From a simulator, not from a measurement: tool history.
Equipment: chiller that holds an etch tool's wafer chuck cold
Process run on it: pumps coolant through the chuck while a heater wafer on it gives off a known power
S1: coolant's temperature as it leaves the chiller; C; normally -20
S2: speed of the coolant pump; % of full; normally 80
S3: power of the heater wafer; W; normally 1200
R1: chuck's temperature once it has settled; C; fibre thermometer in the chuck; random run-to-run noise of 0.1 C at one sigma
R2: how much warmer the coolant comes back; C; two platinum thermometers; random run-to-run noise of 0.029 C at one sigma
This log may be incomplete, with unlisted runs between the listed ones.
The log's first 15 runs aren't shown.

Run 16, hour 928.3: usual settings but S3 1653 W. Result: R1 -5.2 C, R2 5.55 C.
Run 17, hour 998.7: usual settings but S1 -25 C, S2 93 % of full, S3 1752 W. Result: R1 -11.1 C, R2 4.95 C.
Run 18, hour 1060.9: usual settings but S1 -29 C, S2 73 % of full. Result: R1 -17.4 C, R2 4.49 C.
Run 19, hour 1127.7: usual settings but S1 -13 C, S2 63 % of full, S3 625 W. Result: R1 -6.3 C, R2 2.74 C.
Run 20, hour 1175.3: usual settings but S1 -26 C, S2 68 % of full, S3 880 W. Result: R1 -17.0 C, R2 3.49 C.
At hour 1211.0: chiller's thermometer calibrated.
Run 21, hour 1247.6: usual settings but S1 -26 C, S2 68 % of full, S3 880 W. Result: R1 -17.0 C, R2 3.54 C.
Run 22, hour 1323.2: usual settings but S1 -14 C, S2 68 % of full, S3 789 W. Result: R1 -5.8 C, R2 3.15 C.
Run 23, hour 1374.0: usual settings but S1 -14 C, S2 74 % of full, S3 1421 W. Result: R1 -0.3 C, R2 5.18 C.
Run 24, hour 1430.4: usual settings but S1 -14 C, S2 74 % of full, S3 1421 W. Result: R1 -0.5 C, R2 5.17 C.
Run 25, hour 1506.6: usual settings but S1 -27 C, S2 67 % of full, S3 1048 W. Result: R1 -16.3 C, R2 4.23 C.
Run 26, hour 1577.8: usual settings but S1 -12 C, S2 72 % of full, S3 631 W. Result: R1 -5.9 C, R2 2.39 C.
Run 27, hour 1667.0: usual settings but S1 -24 C, S3 658 W. Result: R1 -18.1 C, R2 2.24 C.
Run 28, hour 1721.7: usual settings but S1 -24 C, S3 658 W. Result: R1 -18.2 C, R2 2.23 C.
Run 29, hour 1780.9: usual settings but S3 1570 W. Result: R1 -6.1 C, R2 5.28 C.
Run 30, hour 1835.0: usual settings but S2 74 % of full, S3 602 W. Result: R1 -14.1 C, R2 2.20 C.
Run 31, hour 1872.6: usual settings but S1 -15 C, S2 66 % of full, S3 867 W. Result: R1 -5.9 C, R2 3.54 C.

What if the next run were any one of these 3? Each begins from the tool's condition after run 31:
Run A, hour 1957.0: usual settings but S1 -28 C, S2 66 % of full, S3 644 W. Result: R1 ?, R2 ?.
Run B, hour 1957.0: usual settings but S2 85 % of full, S3 1319 W. Result: R1 ?, R2 ?.
Run C, hour 1957.0: usual settings but S1 -14 C. Result: R1 ?, R2 ?.

run     R1    R2
  A  -21.2  2.69
  B   -8.8  4.14
  C   -3.3  4.00
Without the tool's hidden state the same runs would have given:
run     R1    R2
  A  -21.2  2.69
  B   -8.9  4.13
  C   -3.3  4.00
